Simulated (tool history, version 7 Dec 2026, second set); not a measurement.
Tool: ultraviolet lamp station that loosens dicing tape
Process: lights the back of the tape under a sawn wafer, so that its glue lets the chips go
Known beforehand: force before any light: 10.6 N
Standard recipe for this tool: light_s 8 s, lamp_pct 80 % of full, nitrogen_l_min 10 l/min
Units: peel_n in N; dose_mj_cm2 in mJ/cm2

| run | day | light_s | lamp_pct | nitrogen_l_min | peel_n | dose_mj_cm2 |
|---|---|---|---|---|---|---|
| 1 | 0.000 | 8 | 80 | 10 | 0.426 | 351 |
| 2 | 1.417 | 8 | 80 | 10 | 0.415 | 344 |
| 3 | 2.079 | 8 | 80 | 10 | 0.431 | 343 |
| 4 | 3.279 | 8 | 87 | 10 | 0.400 | 364 |
|  | 4.400 | window cleaned of glue's vapour |
| 5 | 4.904 | 8 | 80 | 10 | 0.328 | 399 |
| 6 | 6.317 | 8 | 80 | 10 | 0.336 | 389 |
| 7 | 7.771 | 8 | 80 | 10 | 0.339 | 382 |
| 8 | 9.042 | 8 | 80 | 10 | 0.376 | 376 |
| 9 | 9.942 | 6 | 80 | 10 | 0.662 | 283 |
| 10 | 11.100 | 7 | 80 | 10 | 0.494 | 328 |
| 11 | 11.771 | 8 | 80 | 10 | 0.381 | 366 |
| 12 | 13.158 | 8 | 80 | 10 | 0.411 | 359 |
| 13 | 14.304 | 8 | 80 | 10 | 0.411 | 358 |
| 14 | 15.388 | 8 | 80 | 10 | 0.413 | 355 |
| 15 | 16.421 | 4 | 66 | 13 | 1.993 | 146 |
| 16 | 17.962 | 4 | 66 | 13 | 2.163 | 139 |
| 17 | 19.304 | 4 | 66 | 13 | 2.082 | 139 |
| 18 | 19.962 | 4 | 82 | 13 | 1.484 | 172 |
| 19 | 20.979 | 9 | 96 | 11 | 0.282 | 449 |
| 20 | 22.225 | 9 | 75 | 6 | 0.644 | 340 |
| 21 | 23.383 | 9 | 80 | 8 | 0.448 | 364 |
| 22 | 24.854 | 11 | 77 | 8 | 0.349 | 415 |
| 23 | 25.917 | 11 | 68 | 5 | 0.665 | 362 |
| 24 | 27.104 | 8 | 75 | 10 | 0.607 | 290 |

Alternative continuations, all from the tool just after run 24; predict every row:
| A | 27.829 | 8 | 75 | 6 | ? | ? |
| B | 27.829 | 8 | 60 | 10 | ? | ? |
| C | 27.829 | 8 | 81 | 10 | ? | ? |
| D | 27.829 | 8 | 75 | 3 | ? | ? |

| run | peel_n | dose_mj_cm2 |
|---|---|---|
| A | 0.951 | 288 |
| B | 1.020 | 230 |
| C | 0.569 | 304 |
| D | 1.566 | 287 |
With no hidden state in the tool, these same runs would have given:
| run | peel_n | dose_mj_cm2 |
|---|---|---|
| A | 0.445 | 416 |
| B | 0.479 | 332 |
| C | 0.309 | 442 |
| D | 0.764 | 413 |

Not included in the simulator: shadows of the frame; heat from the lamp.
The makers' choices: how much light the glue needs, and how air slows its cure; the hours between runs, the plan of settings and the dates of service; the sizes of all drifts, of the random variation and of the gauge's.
